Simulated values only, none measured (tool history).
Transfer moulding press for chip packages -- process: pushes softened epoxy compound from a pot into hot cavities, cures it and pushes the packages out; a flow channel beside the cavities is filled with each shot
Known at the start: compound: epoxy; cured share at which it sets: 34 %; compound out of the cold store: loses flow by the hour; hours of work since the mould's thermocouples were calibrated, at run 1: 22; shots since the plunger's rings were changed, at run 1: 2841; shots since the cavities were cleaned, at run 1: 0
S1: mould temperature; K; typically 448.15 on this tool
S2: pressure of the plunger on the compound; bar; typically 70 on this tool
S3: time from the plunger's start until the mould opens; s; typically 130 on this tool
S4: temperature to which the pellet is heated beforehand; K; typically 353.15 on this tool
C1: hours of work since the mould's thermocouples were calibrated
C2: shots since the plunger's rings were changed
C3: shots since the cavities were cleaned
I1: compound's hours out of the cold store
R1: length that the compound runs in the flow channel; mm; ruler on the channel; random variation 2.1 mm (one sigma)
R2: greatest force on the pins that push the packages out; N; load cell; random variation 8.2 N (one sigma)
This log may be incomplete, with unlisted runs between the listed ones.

run 1 day=0 | S1=448.15 S2=70 S3=130 S4=353.15 | C1=22 C2=2841 C3=0 | I1=33.6 | R1=647 R2=346
-- day=1.504 plunger's sealing rings changed
-- day=3.242 cavities cleaned with cleaning compound and waxed
run 2 day=3.508 | S1=448.15 S2=70 S3=130 S4=353.15 | C1=84 C2=564 C3=77 | I1=47.4 | R1=603 R2=380
run 3 day=5.012 | S1=445.15 S2=70 S3=130 S4=353.15 | C1=112 C2=1001 C3=514 | I1=42.3 | R1=628 R2=675
-- day=6.179 cavities cleaned with cleaning compound and waxed
run 4 day=8.475 | S1=445.15 S2=70 S3=130 S4=353.15 | C1=175 C2=1988 C3=666 | I1=42.9 | R1=618 R2=655
-- day=9.279 cavities cleaned with cleaning compound and waxed
run 5 day=10.246 | S1=445.15 S2=70 S3=130 S4=353.15 | C1=207 C2=2484 C3=280 | I1=12.2 | R1=753 R2=654
-- day=12.512 cavities cleaned with cleaning compound and waxed
-- day=13.138 plunger's sealing rings changed
run 6 day=13.146 | S1=445.15 S2=70 S3=130 S4=353.15 | C1=258 C2=1 C3=153 | I1=27.9 | R1=699 R2=545
-- day=15.696 cavities cleaned with cleaning compound and waxed
run 7 day=15.938 | S1=448.15 S2=70 S3=130 S4=361.15 | C1=309 C2=794 C3=70 | I1=26.5 | R1=691 R2=377
-- day=18.775 cavities cleaned with cleaning compound and waxed
run 8 day=19.45 | S1=448.15 S2=70 S3=130 S4=361.15 | C1=373 C2=1797 C3=197 | I1=12.5 | R1=747 R2=457
-- day=21.712 cavities cleaned with cleaning compound and waxed
run 9 day=22.108 | S1=448.15 S2=70 S3=117 S4=360.15 | C1=421 C2=2550 C3=115 | I1=33.2 | R1=641 R2=500
-- day=24.746 plunger's sealing rings changed
-- day=24.808 cavities cleaned with cleaning compound and waxed
run 10 day=24.808 | S1=448.15 S2=70 S3=117 S4=360.15 | C1=468 C2=0 C3=0 | I1=31.2 | R1=673 R2=399
run 11 day=27.204 | S1=446.15 S2=70 S3=110 S4=353.15 | C1=513 C2=696 C3=696 | I1=20.1 | R1=730 R2=894
-- day=27.967 cavities cleaned with cleaning compound and waxed
-- day=30.896 cavities cleaned with cleaning compound and waxed
-- day=31.1 mould's thermocouples calibrated
run 12 day=31.1 | S1=446.15 S2=70 S3=110 S4=353.15 | C1=0 C2=1766 C3=34 | I1=27.6 | R1=682 R2=631

Run 13 comes next. What will it give?
-- day=33.938 cavities cleaned with cleaning compound and waxed
run 13 day=34.283 | S1=448.15 S2=70 S3=130 S4=351.15 | C1=58 C2=2673 C3=100 | I1=47.9 | R1=? R2=?

R1: 586 mm
R2: 407 N
Minus the tool's unlogged condition, the same run would have read R1 606 mm, R2 347 N.

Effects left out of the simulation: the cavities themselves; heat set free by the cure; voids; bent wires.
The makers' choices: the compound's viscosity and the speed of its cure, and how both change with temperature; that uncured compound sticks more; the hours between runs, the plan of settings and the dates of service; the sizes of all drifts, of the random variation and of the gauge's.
